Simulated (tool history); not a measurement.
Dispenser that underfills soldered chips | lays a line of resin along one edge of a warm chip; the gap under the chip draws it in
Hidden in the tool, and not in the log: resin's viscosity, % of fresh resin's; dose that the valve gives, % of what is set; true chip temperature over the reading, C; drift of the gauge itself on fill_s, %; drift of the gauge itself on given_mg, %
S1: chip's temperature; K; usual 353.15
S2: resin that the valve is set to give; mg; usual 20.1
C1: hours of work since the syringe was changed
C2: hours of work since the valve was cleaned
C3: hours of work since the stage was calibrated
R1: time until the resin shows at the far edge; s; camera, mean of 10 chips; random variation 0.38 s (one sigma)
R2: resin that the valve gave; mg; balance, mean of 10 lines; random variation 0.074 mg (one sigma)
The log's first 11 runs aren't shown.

run,hour,S1,S2,C1,C2,C3,R1,R2
# hour 118: dispensing valve cleaned and set on the balance
12,122.3,353.15,20.7,5,3,175,29.9,20.75
# hour 124.6: new syringe of resin
13,133.2,353.15,20.7,5,10,182,29.2,20.58
# hour 134.9: new syringe of resin
# hour 144.4: new syringe of resin
14,145.3,367.15,20.1,1,17,190,11.3,19.8
15,152.8,367.15,20.1,5,22,195,14.4,19.69
# hour 154.4: new syringe of resin
# hour 164.1: new syringe of resin
16,165.9,353.15,20.1,1,30,203,22.3,19.9
# hour 174.2: new syringe of resin
17,178.1,353.15,20.1,2,38,210,25.2,19.61
# hour 183.9: new syringe of resin
18,191.5,353.15,19.7,5,46,219,28.1,19.12
# hour 193.7: new syringe of resin
# hour 203.3: new syringe of resin
19,203.3,342.15,24.3,0,53,226,37.1,23.49
# hour 213.1: new syringe of resin
20,217.1,356.15,25.6,3,62,235,20.3,24.54
# hour 223.2: new syringe of resin
21,230.9,352.15,23.3,5,71,243,29.3,22.27
# hour 233.1: dispensing valve cleaned and set on the balance
# hour 234.4: new syringe of resin
22,240.3,357.15,25.5,4,4,249,20.8,25.53
# hour 244: new syringe of resin
23,247.2,353.15,21,2,9,253,22.6,21.09
# hour 254.4: new syringe of resin
24,259.6,353.15,21,3,17,261,25.4,20.81
# hour 263.9: new syringe of resin
25,271.9,340.15,17.6,5,24,268,56.2,17.32
# hour 274.4: new syringe of resin
26,279.8,354.15,25.2,3,29,273,23.7,24.73
# hour 284: new syringe of resin
# hour 294.1: new syringe of resin
27,294.1,358.15,25.2,0,38,282,16.7,24.62
# hour 303.8: new syringe of resin
28,303.8,358.15,25.2,0,44,288,16.2,24.64
29,312.3,340.15,21.7,6,50,294,54.2,21.1
# hour 313.9: new syringe of resin
# hour 324: new syringe of resin
30,324,362.15,20.1,0,57,301,13.3,19.35
31,331.7,341.15,21.9,5,62,306,50.5,21.07
# hour 334.2: new syringe of resin
32,342.2,346.15,20.7,5,68,312,40.4,19.77
# hour 344.1: new syringe of resin
# hour 348.7: dispensing valve cleaned and set on the balance
33,350.2,342.15,24.4,3,1,317,44.8,24.54

4 ways to go on from here, each from the tool as it stands after run 33. What would each give?
# hour 354.7: new syringe of resin
# hour 364.6: new syringe of resin
A,364.6,353.15,19.9,0,10,326,?,?
# hour 354.7: new syringe of resin
# hour 364.6: new syringe of resin
B,364.6,365.15,24.4,0,10,326,?,?
# hour 354.7: new syringe of resin
# hour 364.6: new syringe of resin
C,364.6,363.15,20.5,0,10,326,?,?
# hour 354.7: new syringe of resin
# hour 364.6: new syringe of resin
D,364.6,355.15,18.2,0,10,326,?,?

run,R1,R2
A,21.1,19.66
B,10.8,24.24
C,12.6,20.37
D,18.5,18.17
Without the tool's hidden state the same runs would have given:
run,R1,R2
A,24,19.8
B,12.2,24.42
C,14.2,20.51
D,21,18.3
